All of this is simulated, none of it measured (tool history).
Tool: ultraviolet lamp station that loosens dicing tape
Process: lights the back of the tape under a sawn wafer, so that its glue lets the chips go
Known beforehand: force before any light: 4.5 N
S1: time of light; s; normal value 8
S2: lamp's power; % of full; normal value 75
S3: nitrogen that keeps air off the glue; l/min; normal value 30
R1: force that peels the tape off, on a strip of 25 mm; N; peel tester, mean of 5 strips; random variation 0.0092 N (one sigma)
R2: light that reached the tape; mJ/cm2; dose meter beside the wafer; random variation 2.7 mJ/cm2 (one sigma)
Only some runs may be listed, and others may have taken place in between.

run,hour,S1,S2,S3,R1,R2
1,0,8,75,30,0.703,267
2,57.3,8,75,30,0.733,258
3,89.6,8,87,30,0.569,297
4,138.2,8,75,30,0.753,255
5,171.1,8,75,30,0.74,253
6,207,8,75,30,0.755,250
7,249.3,8,75,30,0.771,248
8,295,8,75,30,0.761,241
9,322.9,8,75,30,0.809,240
10,360.9,8,75,30,0.803,240
11,405.5,8,63,30,1.049,197
12,443.8,8,75,30,0.836,238
13,468.9,8,75,30,0.845,231
14,504.6,8,75,30,0.839,234
15,552.3,8,75,30,0.851,230
16,605,9,75,30,0.732,252
17,629.4,8,75,29,0.86,224
18,686.6,8,75,29,0.931,219
19,745.1,8,75,29,0.927,219
# hour 764.1: window cleaned of glue's vapour
20,796.7,8,84,30,0.846,233
21,846.3,12,75,30,0.542,306
# hour 894.6: window cleaned of glue's vapour, once more
22,894.6,12,94,30,0.266,467
23,923.5,9,70,31,0.687,261
24,963.9,10,60,48,0.64,244
25,1005.3,10,60,48,0.669,245
26,1029.9,12,88,15,0.402,427
27,1055.2,12,88,15,0.417,417
28,1100.3,12,88,15,0.443,416
29,1144.1,4,79,39,1.619,122
30,1198.4,4,79,39,1.684,118
31,1231.7,4,79,58,1.594,118
# hour 1251.4: lamp changed
32,1287,15,75,30,0.177,646
33,1332.5,7,75,30,0.555,296
34,1371.3,7,75,30,0.562,291
35,1427,8,75,12,0.714,335
36,1453.5,8,75,12,0.705,330
37,1483.1,8,75,12,0.737,331
38,1512.2,8,85,37,0.33,376
39,1569.9,4,95,44,0.907,201
40,1618.7,4,67,31,1.557,143
41,1648.1,7,73,24,0.736,271
42,1672.5,10,91,46,0.225,484
43,1701.2,10,65,46,0.384,339

Below are 3 alternative next runs, each starting from the tool's condition after run 43. Predict each:
A,1739.7,8,64,28,?,?
B,1739.7,5,82,48,?,?
C,1739.7,8,82,46,?,?

run,R1,R2
A,0.74,267
B,0.827,215
C,0.385,339
Without the tool's hidden state the same runs would have given:
run,R1,R2
A,0.555,318
B,0.628,255
C,0.289,403
